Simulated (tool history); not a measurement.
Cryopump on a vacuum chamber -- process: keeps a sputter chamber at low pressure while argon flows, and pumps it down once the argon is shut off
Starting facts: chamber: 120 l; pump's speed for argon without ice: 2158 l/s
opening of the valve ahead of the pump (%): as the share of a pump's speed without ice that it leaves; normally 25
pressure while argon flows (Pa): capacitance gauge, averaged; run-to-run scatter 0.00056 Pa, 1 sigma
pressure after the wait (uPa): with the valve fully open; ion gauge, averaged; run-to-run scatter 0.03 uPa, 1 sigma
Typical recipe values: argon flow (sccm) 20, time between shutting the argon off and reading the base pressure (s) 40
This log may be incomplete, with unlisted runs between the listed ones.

run,hour,argon flow (sccm),time between shutting the argon off and reading the base pressure (s),opening of the valve ahead of the pump (%),pressure while argon flows (Pa),pressure after the wait (uPa)
1,0.0,20,40,25,0.0641,2.33
2,18.7,20,40,25,0.0644,2.45
3,36.1,20,40,25,0.0635,2.30
4,45.5,16,40,25,0.0519,2.40
5,58.5,20,40,25,0.0632,2.31
6,74.4,20,40,25,0.0646,2.28
7,88.4,18,40,25,0.0578,2.35
8,104.5,18,40,25,0.0581,2.42
9,120.3,18,40,25,0.0579,2.31
10,133.2,20,40,44,0.0365,2.37
11,148.1,20,40,25,0.0636,2.44
12,161.8,20,40,25,0.0661,2.48
13,183.3,20,40,25,0.0646,2.40
14,196.8,9,40,25,0.0283,2.42
15,218.1,9,40,25,0.0288,2.42
16,231.3,9,40,25,0.0290,2.46
17,249.4,9,40,25,0.0287,2.38
18,264.6,9,40,25,0.0291,2.40
19,276.8,9,40,25,0.0292,2.44
20,295.5,23,40,51,0.0366,2.45
21,311.0,11,25,25,0.0348,3.16
22,327.3,11,25,25,0.0362,3.30

For run 23, what comes out?
23,342.6,30,40,25,?,?

{"run 23": {"pressure while argon flows (Pa)": 0.0962, "pressure after the wait (uPa)": 2.45}}
Had the tool carried no hidden state, the very same run would have given pressure while argon flows (Pa) 0.0934, pressure after the wait (uPa) 1.44.

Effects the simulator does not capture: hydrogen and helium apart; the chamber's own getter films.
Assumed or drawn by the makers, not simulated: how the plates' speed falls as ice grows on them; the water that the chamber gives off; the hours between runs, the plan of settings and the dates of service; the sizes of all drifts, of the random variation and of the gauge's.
